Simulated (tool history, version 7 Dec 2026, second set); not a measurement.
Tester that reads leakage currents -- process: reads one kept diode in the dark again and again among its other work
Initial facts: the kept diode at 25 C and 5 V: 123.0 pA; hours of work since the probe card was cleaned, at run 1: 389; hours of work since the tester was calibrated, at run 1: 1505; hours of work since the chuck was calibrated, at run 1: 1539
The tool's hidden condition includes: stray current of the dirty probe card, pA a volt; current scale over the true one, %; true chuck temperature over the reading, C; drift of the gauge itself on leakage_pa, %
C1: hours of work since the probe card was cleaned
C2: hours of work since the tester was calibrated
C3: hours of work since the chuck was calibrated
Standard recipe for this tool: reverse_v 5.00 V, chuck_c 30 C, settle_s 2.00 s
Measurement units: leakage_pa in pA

run 1 hour=0.0 | reverse_v=5.00 chuck_c=30 settle_s=2.00 | C1=389 C2=1505 C3=1539 | leakage_pa=176.90
run 2 hour=15.8 | reverse_v=5.00 chuck_c=30 settle_s=2.00 | C1=402 C2=1518 C3=1551 | leakage_pa=177.67
run 3 hour=33.0 | reverse_v=5.00 chuck_c=30 settle_s=2.00 | C1=416 C2=1531 C3=1565 | leakage_pa=178.12
run 4 hour=56.3 | reverse_v=5.00 chuck_c=30 settle_s=2.00 | C1=434 C2=1550 C3=1584 | leakage_pa=178.52
run 5 hour=87.7 | reverse_v=5.00 chuck_c=30 settle_s=3.39 | C1=459 C2=1575 C3=1609 | leakage_pa=177.97
run 6 hour=114.8 | reverse_v=5.00 chuck_c=30 settle_s=2.00 | C1=481 C2=1597 C3=1630 | leakage_pa=179.00
run 7 hour=137.8 | reverse_v=5.00 chuck_c=30 settle_s=2.00 | C1=499 C2=1615 C3=1649 | leakage_pa=178.20
run 8 hour=163.2 | reverse_v=5.00 chuck_c=30 settle_s=2.00 | C1=520 C2=1635 C3=1669 | leakage_pa=177.84
run 9 hour=183.9 | reverse_v=5.00 chuck_c=42 settle_s=8.37 | C1=536 C2=1652 C3=1686 | leakage_pa=409.97
run 10 hour=201.7 | reverse_v=5.00 chuck_c=43 settle_s=1.13 | C1=550 C2=1666 C3=1700 | leakage_pa=443.35
run 11 hour=219.4 | reverse_v=3.21 chuck_c=52 settle_s=1.44 | C1=565 C2=1680 C3=1714 | leakage_pa=661.24
run 12 hour=250.3 | reverse_v=2.27 chuck_c=39 settle_s=5.62 | C1=589 C2=1705 C3=1739 | leakage_pa=242.51
run 13 hour=265.2 | reverse_v=2.27 chuck_c=39 settle_s=5.62 | C1=601 C2=1717 C3=1751 | leakage_pa=245.44
run 14 hour=288.1 | reverse_v=2.27 chuck_c=39 settle_s=5.62 | C1=620 C2=1735 C3=1769 | leakage_pa=243.50
run 15 hour=313.2 | reverse_v=2.27 chuck_c=39 settle_s=5.62 | C1=640 C2=1755 C3=1789 | leakage_pa=244.18

For each run, the measured value with the value that run would have given without the tool's hidden condition subtracted. The run-to-run variation is shared by both, the gauge scatter possibly not:
run=1 leakage_pa=-0.15
run=2 leakage_pa=-0.16
run=3 leakage_pa=-0.15
run=4 leakage_pa=-0.15
run=5 leakage_pa=-0.16
run=6 leakage_pa=-0.16
run=7 leakage_pa=-0.16
run=8 leakage_pa=-0.17
run=9 leakage_pa=-0.35
run=10 leakage_pa=-0.39
run=11 leakage_pa=-0.55
run=12 leakage_pa=-0.22
run=13 leakage_pa=-0.22
run=14 leakage_pa=-0.23
run=15 leakage_pa=-0.23

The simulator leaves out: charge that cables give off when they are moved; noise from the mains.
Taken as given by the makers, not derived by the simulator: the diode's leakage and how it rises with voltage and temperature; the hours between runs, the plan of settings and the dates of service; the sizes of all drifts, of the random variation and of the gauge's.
